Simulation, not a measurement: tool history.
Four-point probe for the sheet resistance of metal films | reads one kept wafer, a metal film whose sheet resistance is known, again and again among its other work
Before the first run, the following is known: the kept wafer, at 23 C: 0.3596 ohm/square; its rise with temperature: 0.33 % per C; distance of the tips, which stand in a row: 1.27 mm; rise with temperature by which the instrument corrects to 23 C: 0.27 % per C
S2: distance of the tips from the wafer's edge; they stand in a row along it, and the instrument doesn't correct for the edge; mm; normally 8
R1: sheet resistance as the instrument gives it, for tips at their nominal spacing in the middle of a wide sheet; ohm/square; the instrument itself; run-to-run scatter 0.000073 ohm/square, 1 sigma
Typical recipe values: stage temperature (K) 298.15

{"run": 1, "hour": 0.0, "stage temperature (K)": 298.15, "S2": 8, "R1": 0.362661}
{"run": 2, "hour": 81.9, "stage temperature (K)": 298.15, "S2": 8, "R1": 0.362407}
{"run": 3, "hour": 141.4, "stage temperature (K)": 298.15, "S2": 8, "R1": 0.362385}
{"run": 4, "hour": 245.5, "stage temperature (K)": 298.15, "S2": 8, "R1": 0.362473}
{"run": 5, "hour": 358.6, "stage temperature (K)": 298.15, "S2": 8, "R1": 0.362232}
{"run": 6, "hour": 464.1, "stage temperature (K)": 298.15, "S2": 8, "R1": 0.362189}
{"run": 7, "hour": 572.0, "stage temperature (K)": 298.15, "S2": 8, "R1": 0.362147}
{"run": 8, "hour": 664.8, "stage temperature (K)": 298.15, "S2": 8, "R1": 0.361924}
{"run": 9, "hour": 776.0, "stage temperature (K)": 298.15, "S2": 8, "R1": 0.361874}
{"run": 10, "hour": 869.8, "stage temperature (K)": 303.15, "S2": 6, "R1": 0.36642}
{"run": 11, "hour": 971.7, "stage temperature (K)": 303.15, "S2": 33, "R1": 0.358284}
{"run": 12, "hour": 1053.3, "stage temperature (K)": 303.15, "S2": 33, "R1": 0.358124}
{"run": 13, "hour": 1150.5, "stage temperature (K)": 298.15, "S2": 5, "R1": 0.368732}
{"run": 14, "hour": 1208.1, "stage temperature (K)": 300.15, "S2": 41, "R1": 0.357279}
{"run": 15, "hour": 1278.7, "stage temperature (K)": 296.15, "S2": 19, "R1": 0.357106}
{"run": 16, "hour": 1336.1, "stage temperature (K)": 306.15, "S2": 64, "R1": 0.358403}
{"run": 17, "hour": 1390.5, "stage temperature (K)": 306.15, "S2": 64, "R1": 0.35823}
{"run": 18, "hour": 1500.8, "stage temperature (K)": 297.15, "S2": 5, "R1": 0.36818}

The log once held 1 entry between its listed runs, left out of this copy. Where does each go, and what is different about the tool's unlogged condition between the listed run before it and the listed run after it?
Between runs 11 and 12: stage's thermometer calibrated (hour 979.9)
  inner tips' distance over the nominal, %: -0.756 -> -0.771; tips' flats over new ones', %: 20 -> 21; wafer's true temperature over the reading, C: -0.16 -> -0.21
  measured result minus the result with no hidden state, R1: -0.003139 -> -0.003255 ohm/square
